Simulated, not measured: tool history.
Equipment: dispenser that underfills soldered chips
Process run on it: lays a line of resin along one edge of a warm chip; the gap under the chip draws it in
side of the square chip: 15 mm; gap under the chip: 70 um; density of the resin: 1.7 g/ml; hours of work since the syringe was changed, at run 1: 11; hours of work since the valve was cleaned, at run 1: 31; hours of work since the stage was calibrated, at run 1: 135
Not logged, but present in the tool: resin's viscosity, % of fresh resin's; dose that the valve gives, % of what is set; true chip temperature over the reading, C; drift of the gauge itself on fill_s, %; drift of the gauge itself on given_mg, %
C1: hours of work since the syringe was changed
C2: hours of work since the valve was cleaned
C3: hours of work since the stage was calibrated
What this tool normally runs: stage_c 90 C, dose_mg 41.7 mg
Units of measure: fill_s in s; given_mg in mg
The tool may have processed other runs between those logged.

Run 1, hour 0: usual settings; C1 11; C2 31; C3 135. Result: fill_s 301.3 s, given_mg 40.71 mg.
At hour 1.7: new syringe of resin.
At hour 17.9: new syringe of resin.
Run 2, hour 17.9: usual settings; C1 0; C2 44; C3 148. Result: fill_s 127.6 s, given_mg 40.26 mg.
At hour 34.2: new syringe of resin.
Run 3, hour 34.5: usual settings; C1 0; C2 57; C3 160. Result: fill_s 134.5 s, given_mg 39.79 mg.
At hour 50: new syringe of resin.
Run 4, hour 50: usual settings; C1 0; C2 68; C3 172. Result: fill_s 129.7 s, given_mg 39.4 mg.
Run 5, hour 57.2: usual settings; C1 5; C2 73; C3 177. Result: fill_s 193.8 s, given_mg 39.11 mg.
Run 6, hour 65: usual settings; C1 11; C2 79; C3 183. Result: fill_s 304.5 s, given_mg 39.45 mg.
At hour 66.6: new syringe of resin.
Run 7, hour 74.2: usual settings; C1 6; C2 86; C3 190. Result: fill_s 199.3 s, given_mg 38.85 mg.
At hour 82.4: new syringe of resin.
Run 8, hour 86.7: usual settings but stage_c 89 C; C1 3; C2 95; C3 199. Result: fill_s 171.9 s, given_mg 38.1 mg.
Run 9, hour 95.8: usual settings but stage_c 89 C; C1 10; C2 102; C3 206. Result: fill_s 292.2 s, given_mg 38.44 mg.
At hour 98.3: new syringe of resin.
Run 10, hour 104.1: usual settings; C1 4; C2 108; C3 212. Result: fill_s 184.1 s, given_mg 38.09 mg.
At hour 114.5: new syringe of resin.
Run 11, hour 117.2: usual settings; C1 2; C2 117; C3 221. Result: fill_s 147.5 s, given_mg 37.92 mg.
At hour 131.6: new syringe of resin.
Run 12, hour 131.8: usual settings but stage_c 94 C; C1 0; C2 128; C3 232. Result: fill_s 106.7 s, given_mg 37.45 mg.
Run 13, hour 141.9: usual settings but stage_c 94 C; C1 8; C2 136; C3 240. Result: fill_s 192.3 s, given_mg 37.04 mg.
At hour 144.1: dispensing valve cleaned and set on the balance.
At hour 149.2: new syringe of resin.
Run 14, hour 158.8: usual settings; C1 7; C2 11; C3 251. Result: fill_s 217.6 s, given_mg 41.29 mg.
At hour 165.1: new syringe of resin.
Run 15, hour 176.4: usual settings; C1 8; C2 24; C3 264. Result: fill_s 237.8 s, given_mg 40.86 mg.
At hour 181.6: new syringe of resin.
Run 16, hour 184.8: usual settings; C1 2; C2 30; C3 270. Result: fill_s 150.9 s, given_mg 40.82 mg.
Run 17, hour 192.9: usual settings but dose_mg 53.4 mg; C1 8; C2 36; C3 276. Result: fill_s 237.7 s, given_mg 51.66 mg.
At hour 198.1: new syringe of resin.
Run 18, hour 209.7: usual settings but dose_mg 53.4 mg; C1 9; C2 48; C3 289. Result: fill_s 236.8 s, given_mg 50.8 mg.
At hour 214.6: new syringe of resin.
Run 19, hour 221.1: usual settings but stage_c 84 C, dose_mg 41.4 mg; C1 5; C2 57; C3 297. Result: fill_s 240.7 s, given_mg 39.3 mg.
At hour 230.6: new syringe of resin.
Run 20, hour 238.5: usual settings but stage_c 85 C, dose_mg 41.4 mg; C1 6; C2 69; C3 310. Result: fill_s 239.1 s, given_mg 39.3 mg.
At hour 246.5: new syringe of resin.
Run 21, hour 251.9: usual settings but stage_c 91 C, dose_mg 42.5 mg; C1 4; C2 79; C3 320. Result: fill_s 160.4 s, given_mg 39.91 mg.
At hour 263.1: new syringe of resin.
Run 22, hour 263.6: usual settings but stage_c 104 C, dose_mg 53.5 mg; C1 0; C2 88; C3 328. Result: fill_s 68.5 s, given_mg 49.29 mg.
At hour 279.6: new syringe of resin.
Run 23, hour 280.8: usual settings but stage_c 98 C, dose_mg 46.9 mg; C1 1; C2 100; C3 341. Result: fill_s 88.1 s, given_mg 42.96 mg.
Run 24, hour 293.6: usual settings but stage_c 98 C, dose_mg 46.9 mg; C1 10; C2 110; C3 350. Result: fill_s 187.9 s, given_mg 42.48 mg.
At hour 296.4: new syringe of resin.
Run 25, hour 305.1: usual settings but stage_c 98 C, dose_mg 46.9 mg; C1 6; C2 118; C3 359. Result: fill_s 138.7 s, given_mg 42.07 mg.
At hour 312.7: new syringe of resin.
Run 26, hour 315.8: usual settings but stage_c 89 C, dose_mg 44.3 mg; C1 2; C2 126; C3 367. Result: fill_s 149.4 s, given_mg 39.65 mg.
At hour 328.4: new syringe of resin.
At hour 330.9: dispensing valve cleaned and set on the balance.
Run 27, hour 333.9: usual settings but stage_c 103 C, dose_mg 44.3 mg; C1 3; C2 2; C3 379. Result: fill_s 85.7 s, given_mg 44.48 mg.
At hour 346.4: new syringe of resin.
Run 28, hour 347: usual settings but stage_c 103 C, dose_mg 44.3 mg; C1 0; C2 12; C3 389. Result: fill_s 70.1 s, given_mg 43.93 mg.
At hour 363.4: new syringe of resin.
Run 29, hour 364.1: usual settings but stage_c 80 C, dose_mg 43 mg; C1 1; C2 24; C3 402. Result: fill_s 193 s, given_mg 41.96 mg.
Run 30, hour 376.2: usual settings but stage_c 79 C, dose_mg 52.2 mg; C1 10; C2 34; C3 411. Result: fill_s 392.6 s, given_mg 50.22 mg.
At hour 379.4: new syringe of resin.
Run 31, hour 388.2: usual settings but stage_c 99 C, dose_mg 43.6 mg; C1 7; C2 42; C3 419. Result: fill_s 132.1 s, given_mg 42.06 mg.
At hour 395: new syringe of resin.
Run 32, hour 399.5: usual settings but stage_c 82 C, dose_mg 50.8 mg; C1 3; C2 51; C3 428. Result: fill_s 212.1 s, given_mg 48.76 mg.
At hour 411.1: new syringe of resin.
Run 33, hour 412.4: usual settings but stage_c 102 C; C1 1; C2 60; C3 437. Result: fill_s 78.5 s, given_mg 39.28 mg.
Run 34, hour 419.9: usual settings but stage_c 96 C; C1 7; C2 66; C3 443. Result: fill_s 156.4 s, given_mg 39.21 mg.
At hour 426.8: new syringe of resin.
Run 35, hour 435.8: usual settings but stage_c 96 C; C1 7; C2 77; C3 454. Result: fill_s 152.6 s, given_mg 38.74 mg.
At hour 443.6: new syringe of resin.
Run 36, hour 449.8: usual settings but stage_c 105 C, dose_mg 40.4 mg; C1 5; C2 88; C3 465. Result: fill_s 89.1 s, given_mg 37.47 mg.

Branching from run 36: 3 alternative next runs. What would each branch give?
At hour 459.8: new syringe of resin.
Run A, hour 465.6: usual settings but stage_c 78 C, dose_mg 50.1 mg; C1 4; C2 99; C3 476. Result: fill_s ?, given_mg ?.
At hour 459.8: new syringe of resin.
Run B, hour 465.6: usual settings but stage_c 104 C; C1 4; C2 99; C3 476. Result: fill_s ?, given_mg ?.
At hour 459.8: new syringe of resin.
Run C, hour 465.6: usual settings but stage_c 94 C, dose_mg 41.3 mg; C1 4; C2 99; C3 476. Result: fill_s ?, given_mg ?.

run  fill_s  given_mg
  A   269.2     46.12
  B    90.1     38.06
  C   134.5     37.78
With the hidden condition removed and each run's random variation left untouched, the same runs would have given:
run  fill_s  given_mg
  A   229.7     50.36
  B    74.8     41.57
  C   112.3     41.27

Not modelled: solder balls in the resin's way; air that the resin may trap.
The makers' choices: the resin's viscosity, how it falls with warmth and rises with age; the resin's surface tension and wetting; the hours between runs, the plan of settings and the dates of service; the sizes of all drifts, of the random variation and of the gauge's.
